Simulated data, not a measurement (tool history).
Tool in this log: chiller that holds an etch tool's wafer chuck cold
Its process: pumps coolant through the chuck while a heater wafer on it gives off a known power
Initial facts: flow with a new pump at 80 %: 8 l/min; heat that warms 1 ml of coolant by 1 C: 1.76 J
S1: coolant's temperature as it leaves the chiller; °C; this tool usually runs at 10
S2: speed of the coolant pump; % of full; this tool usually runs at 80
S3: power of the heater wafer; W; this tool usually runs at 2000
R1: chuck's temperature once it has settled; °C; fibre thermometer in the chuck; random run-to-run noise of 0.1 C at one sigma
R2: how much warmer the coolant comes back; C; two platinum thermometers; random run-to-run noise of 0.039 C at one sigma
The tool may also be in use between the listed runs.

run 1 hour=0 | S1=10 S2=80 S3=2000 | R1=26.6 R2=8.87
run 2 hour=74.1 | S1=10 S2=80 S3=2000 | R1=26.7 R2=8.81
run 3 hour=164.3 | S1=10 S2=80 S3=2000 | R1=26.8 R2=8.82
run 4 hour=239.2 | S1=10 S2=80 S3=2000 | R1=26.5 R2=8.82
run 5 hour=304.6 | S1=10 S2=80 S3=2000 | R1=26.6 R2=8.92
run 6 hour=347.2 | S1=10 S2=80 S3=2000 | R1=26.6 R2=8.83
run 7 hour=398.2 | S1=15 S2=80 S3=2000 | R1=31.6 R2=8.88
run 8 hour=490.2 | S1=15 S2=80 S3=2000 | R1=31.5 R2=8.89
run 9 hour=570.3 | S1=15 S2=80 S3=2000 | R1=31.6 R2=8.8
run 10 hour=667.5 | S1=15 S2=80 S3=2000 | R1=31.7 R2=8.88
run 11 hour=742.1 | S1=15 S2=80 S3=2000 | R1=31.9 R2=8.92
run 12 hour=826.4 | S1=15 S2=63 S3=2000 | R1=35.3 R2=11.34
run 13 hour=909.1 | S1=10 S2=80 S3=2064 | R1=27.5 R2=9.18
run 14 hour=955.7 | S1=10 S2=63 S3=2000 | R1=30.1 R2=11.44
run 15 hour=1000.2 | S1=10 S2=80 S3=2000 | R1=26.8 R2=8.95
run 16 hour=1085.6 | S1=10 S2=80 S3=2000 | R1=26.9 R2=8.87
run 17 hour=1126.2 | S1=11 S2=91 S3=2000 | R1=26.4 R2=7.89
run 18 hour=1179.4 | S1=10 S2=80 S3=1356 | R1=21.6 R2=6.03
run 19 hour=1232.5 | S1=10 S2=81 S3=2501 | R1=31 R2=11.04
run 20 hour=1314.8 | S1=10 S2=83 S3=2000 | R1=26.6 R2=8.63
run 21 hour=1400.9 | S1=10 S2=83 S3=2000 | R1=26.5 R2=8.65
run 22 hour=1459.2 | S1=10 S2=83 S3=2000 | R1=26.7 R2=8.64
run 23 hour=1539.6 | S1=10 S2=83 S3=2000 | R1=26.5 R2=8.64
run 24 hour=1592.4 | S1=17 S2=83 S3=2404 | R1=37.2 R2=10.36
run 25 hour=1641.1 | S1=7 S2=71 S3=2000 | R1=25.7 R2=10.12
run 26 hour=1720.3 | S1=10 S2=90 S3=2070 | R1=26.3 R2=8.18
run 27 hour=1800.7 | S1=10 S2=90 S3=2070 | R1=26.3 R2=8.27
run 28 hour=1899 | S1=10 S2=75 S3=2070 | R1=28.7 R2=9.91
run 29 hour=1942 | S1=3 S2=76 S3=1415 | R1=15.7 R2=6.71
run 30 hour=1993.4 | S1=20 S2=81 S3=2000 | R1=37.4 R2=8.95
run 31 hour=2042.9 | S1=13 S2=76 S3=1473 | R1=26.3 R2=7.02

Below are 4 alternative next runs, each starting from the tool's condition after run 31. Predict each:
run A hour=2097.2 | S1=13 S2=76 S3=2443 | R1=? R2=?
run B hour=2097.2 | S1=13 S2=83 S3=2055 | R1=? R2=?
run C hour=2097.2 | S1=17 S2=88 S3=1473 | R1=? R2=?
run D hour=2097.2 | S1=13 S2=84 S3=2000 | R1=? R2=?

run=A R1=35 R2=11.62
run=B R1=30.3 R2=8.93
run=C R1=29 R2=6.05
run=D R1=29.8 R2=8.65
Take away the tool's hidden state, keep each run's random variation, and the runs would have read:
run=A R1=33 R2=10.99
run=B R1=28.6 R2=8.45
run=C R1=27.8 R2=5.72
run=D R1=28.1 R2=8.17

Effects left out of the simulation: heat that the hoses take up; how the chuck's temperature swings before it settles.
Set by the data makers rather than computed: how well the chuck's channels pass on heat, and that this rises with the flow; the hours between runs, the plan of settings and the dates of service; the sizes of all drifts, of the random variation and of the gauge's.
